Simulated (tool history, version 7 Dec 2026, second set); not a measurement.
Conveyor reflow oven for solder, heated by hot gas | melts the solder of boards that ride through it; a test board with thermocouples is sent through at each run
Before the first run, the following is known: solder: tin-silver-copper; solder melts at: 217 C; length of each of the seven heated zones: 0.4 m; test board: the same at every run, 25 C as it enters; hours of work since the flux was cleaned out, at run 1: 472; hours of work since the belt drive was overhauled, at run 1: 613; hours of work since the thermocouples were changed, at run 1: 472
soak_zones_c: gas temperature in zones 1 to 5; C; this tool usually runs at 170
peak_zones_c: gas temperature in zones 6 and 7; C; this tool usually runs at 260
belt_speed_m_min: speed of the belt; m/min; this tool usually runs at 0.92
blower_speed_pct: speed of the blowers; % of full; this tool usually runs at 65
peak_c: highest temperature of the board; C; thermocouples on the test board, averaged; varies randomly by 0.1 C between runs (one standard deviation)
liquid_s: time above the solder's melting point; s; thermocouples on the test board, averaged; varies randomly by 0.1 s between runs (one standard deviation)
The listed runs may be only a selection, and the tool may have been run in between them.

run     day  soak_zones_c  peak_zones_c  belt_speed_m_min  blower_speed_pct  hours of work since the flux was cleaned out  hours of work since the belt drive was overhauled  hours of work since the thermocouples were changed  peak_c  liquid_s
  1       0           170           260              0.92                65                                           472                                                613                                                 472   239.4     28.81
      0.754  -- flux residue cleaned out of gas plates and filters
  2   3.375           170           260              0.92                86                                            42                                                664                                                 523   246.6     35.44
  3   5.862           170           260             1.024                65                                            83                                                705                                                 564   238.2     25.04
  4    7.45           170           260             1.024                65                                           108                                                730                                                 589   237.9     24.85
  5  10.683           170           260             1.024                65                                           161                                                783                                                 642   237.8     24.72
  6  12.867           170           260              0.92                65                                           196                                                818                                                 677   241.6     31.03
  7  14.979           170           260              0.92                65                                           230                                                852                                                 711   241.3     30.84
  8  16.529           170           260              0.92                65                                           255                                                877                                                 736   241.2     31.04
  9  19.262           170           260             1.023                65                                           299                                                921                                                 780   236.8     23.94
 10  21.588           165           260             0.801                65                                           337                                                959                                                 818   244.8     37.97
 11  24.079           170           249             1.015                65                                           377                                                999                                                 858     228     16.09
 12  25.421           170           249             1.015                65                                           399                                               1021                                                 880   227.9     15.87
 13  27.567           170           265             0.963                63                                           434                                               1056                                                 915   242.2     29.26
     28.321  -- thermocouples of zones 6 and 7 changed
     30.767  -- flux residue cleaned out of gas plates and filters
 14  30.862           170           265             0.963                63                                             2                                               1104                                                  38   243.7     30.87

For some of the steps in peak_c from one run to the next: how much would appear even if the tool had no hidden state, given the settings, what came in and random variation, and how much remains for the hidden state plus any gauge scatter that the measured result and the result without hidden state don't share?
The tool's hidden condition here consists of: heat that the gas passes to the board, % of a clean oven's; belt's true speed, % of the reading; true gas temperature in zones 6 and 7 over the reading, C; drift of the gauge itself on peak_c, C; drift of the gauge itself on liquid_s, %.
Run 1 -> 2: blower_speed_pct 65 -> 86, flux residue cleaned out of gas plates and filters. peak_c +7.2 C: hidden state +2.9, all else +4.3.
Run 10 -> 11: soak_zones_c 165 -> 170, peak_zones_c 260 -> 249, belt_speed_m_min 0.801 -> 1.015. peak_c -16.8 C: hidden state -0.7, all else -16.1.
